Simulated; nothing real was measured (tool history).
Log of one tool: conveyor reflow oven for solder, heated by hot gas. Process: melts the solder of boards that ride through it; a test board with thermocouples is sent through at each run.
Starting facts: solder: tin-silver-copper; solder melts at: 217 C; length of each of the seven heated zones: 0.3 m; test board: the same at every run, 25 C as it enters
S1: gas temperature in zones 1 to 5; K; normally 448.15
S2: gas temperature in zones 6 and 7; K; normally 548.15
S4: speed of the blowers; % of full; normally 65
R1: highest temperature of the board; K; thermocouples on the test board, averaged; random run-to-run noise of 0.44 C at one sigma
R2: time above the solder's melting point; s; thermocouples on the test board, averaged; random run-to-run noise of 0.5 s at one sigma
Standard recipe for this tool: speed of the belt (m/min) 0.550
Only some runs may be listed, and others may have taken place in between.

{"run": 1, "hour": 0.0, "S1": 448.15, "S2": 548.15, "speed of the belt (m/min)": 0.55, "S4": 65, "R1": 534.75, "R2": 55.9}
{"hour": 40.5, "done": "flux residue cleaned out of gas plates and filters"}
{"run": 2, "hour": 48.6, "S1": 448.15, "S2": 548.15, "speed of the belt (m/min)": 0.55, "S4": 65, "R1": 536.05, "R2": 57.4}
{"run": 3, "hour": 86.2, "S1": 448.15, "S2": 548.15, "speed of the belt (m/min)": 0.55, "S4": 65, "R1": 536.45, "R2": 57.7}
{"run": 4, "hour": 125.3, "S1": 448.15, "S2": 548.15, "speed of the belt (m/min)": 0.55, "S4": 65, "R1": 536.25, "R2": 57.1}
{"run": 5, "hour": 148.3, "S1": 448.15, "S2": 548.15, "speed of the belt (m/min)": 0.55, "S4": 65, "R1": 535.95, "R2": 58.0}
{"run": 6, "hour": 190.7, "S1": 448.15, "S2": 548.15, "speed of the belt (m/min)": 0.55, "S4": 65, "R1": 536.75, "R2": 57.4}
{"run": 7, "hour": 212.2, "S1": 448.15, "S2": 548.15, "speed of the belt (m/min)": 0.55, "S4": 65, "R1": 537.25, "R2": 57.0}
{"run": 8, "hour": 250.3, "S1": 448.15, "S2": 548.15, "speed of the belt (m/min)": 0.55, "S4": 65, "R1": 536.25, "R2": 57.5}
{"run": 9, "hour": 288.5, "S1": 448.15, "S2": 548.15, "speed of the belt (m/min)": 0.55, "S4": 65, "R1": 536.65, "R2": 57.1}
{"run": 10, "hour": 312.0, "S1": 448.15, "S2": 548.15, "speed of the belt (m/min)": 0.55, "S4": 58, "R1": 534.75, "R2": 56.6}
{"hour": 357.8, "done": "flux residue cleaned out of gas plates and filters"}
{"run": 11, "hour": 357.8, "S1": 448.15, "S2": 548.15, "speed of the belt (m/min)": 0.55, "S4": 58, "R1": 535.85, "R2": 57.4}
{"run": 12, "hour": 401.6, "S1": 448.15, "S2": 548.15, "speed of the belt (m/min)": 0.55, "S4": 65, "R1": 536.95, "R2": 57.9}
{"run": 13, "hour": 454.6, "S1": 448.15, "S2": 548.15, "speed of the belt (m/min)": 0.55, "S4": 65, "R1": 536.75, "R2": 58.0}
{"run": 14, "hour": 505.8, "S1": 448.15, "S2": 548.15, "speed of the belt (m/min)": 0.55, "S4": 65, "R1": 536.95, "R2": 58.5}
{"hour": 540.2, "done": "thermocouples of zones 6 and 7 changed"}
{"run": 15, "hour": 553.5, "S1": 448.15, "S2": 548.15, "speed of the belt (m/min)": 0.55, "S4": 65, "R1": 532.95, "R2": 56.1}
{"run": 16, "hour": 605.0, "S1": 457.15, "S2": 542.15, "speed of the belt (m/min)": 0.57, "S4": 65, "R1": 528.45, "R2": 53.4}
{"run": 17, "hour": 652.8, "S1": 457.15, "S2": 542.15, "speed of the belt (m/min)": 0.57, "S4": 65, "R1": 528.05, "R2": 54.8}
{"hour": 678.1, "done": "flux residue cleaned out of gas plates and filters"}
{"run": 18, "hour": 696.9, "S1": 457.15, "S2": 542.15, "speed of the belt (m/min)": 0.57, "S4": 65, "R1": 529.55, "R2": 55.7}
{"run": 19, "hour": 728.2, "S1": 444.15, "S2": 554.15, "speed of the belt (m/min)": 0.468, "S4": 74, "R1": 545.25, "R2": 71.9}
{"hour": 771.3, "done": "belt drive overhauled, speed set with a stopwatch"}
{"run": 20, "hour": 774.5, "S1": 448.15, "S2": 548.15, "speed of the belt (m/min)": 0.55, "S4": 88, "R1": 537.05, "R2": 56.1}
{"run": 21, "hour": 817.7, "S1": 461.15, "S2": 548.15, "speed of the belt (m/min)": 0.55, "S4": 65, "R1": 536.05, "R2": 58.7}
{"run": 22, "hour": 856.5, "S1": 462.15, "S2": 541.15, "speed of the belt (m/min)": 0.49, "S4": 75, "R1": 533.75, "R2": 66.7}
{"run": 23, "hour": 889.6, "S1": 452.15, "S2": 541.15, "speed of the belt (m/min)": 0.49, "S4": 75, "R1": 532.15, "R2": 62.3}
{"run": 24, "hour": 939.7, "S1": 448.15, "S2": 560.15, "speed of the belt (m/min)": 0.569, "S4": 63, "R1": 541.85, "R2": 55.9}
{"run": 25, "hour": 981.9, "S1": 457.15, "S2": 548.15, "speed of the belt (m/min)": 0.55, "S4": 50, "R1": 531.25, "R2": 55.5}
{"hour": 1001.6, "done": "flux residue cleaned out of gas plates and filters"}
{"run": 26, "hour": 1036.7, "S1": 457.15, "S2": 540.15, "speed of the belt (m/min)": 0.627, "S4": 50, "R1": 520.05, "R2": 41.7}
{"run": 27, "hour": 1089.4, "S1": 457.15, "S2": 540.15, "speed of the belt (m/min)": 0.627, "S4": 50, "R1": 520.65, "R2": 42.6}
{"run": 28, "hour": 1135.4, "S1": 457.15, "S2": 554.15, "speed of the belt (m/min)": 0.576, "S4": 60, "R1": 537.85, "R2": 56.5}
{"run": 29, "hour": 1174.7, "S1": 457.15, "S2": 554.15, "speed of the belt (m/min)": 0.576, "S4": 60, "R1": 538.35, "R2": 55.7}
{"run": 30, "hour": 1219.8, "S1": 448.15, "S2": 540.15, "speed of the belt (m/min)": 0.567, "S4": 65, "R1": 526.05, "R2": 48.0}

Predict each of these 3 candidate next runs independently; none follows another, all start after run 30:
{"run": "A", "hour": 1242.1, "S1": 462.15, "S2": 548.15, "speed of the belt (m/min)": 0.593, "S4": 77, "R1": "?", "R2": "?"}
{"run": "B", "hour": 1242.1, "S1": 448.15, "S2": 548.15, "speed of the belt (m/min)": 0.55, "S4": 73, "R1": "?", "R2": "?"}
{"run": "C", "hour": 1242.1, "S1": 458.15, "S2": 540.15, "speed of the belt (m/min)": 0.515, "S4": 57, "R1": "?", "R2": "?"}

run=A R1=535.45 R2=54.4
run=B R1=534.85 R2=55.0
run=C R1=528.85 R2=59.1
Had the tool no hidden state, the same runs would have come out as:
run=A R1=534.75 R2=53.8
run=B R1=534.05 R2=54.4
run=C R1=527.75 R2=58.2
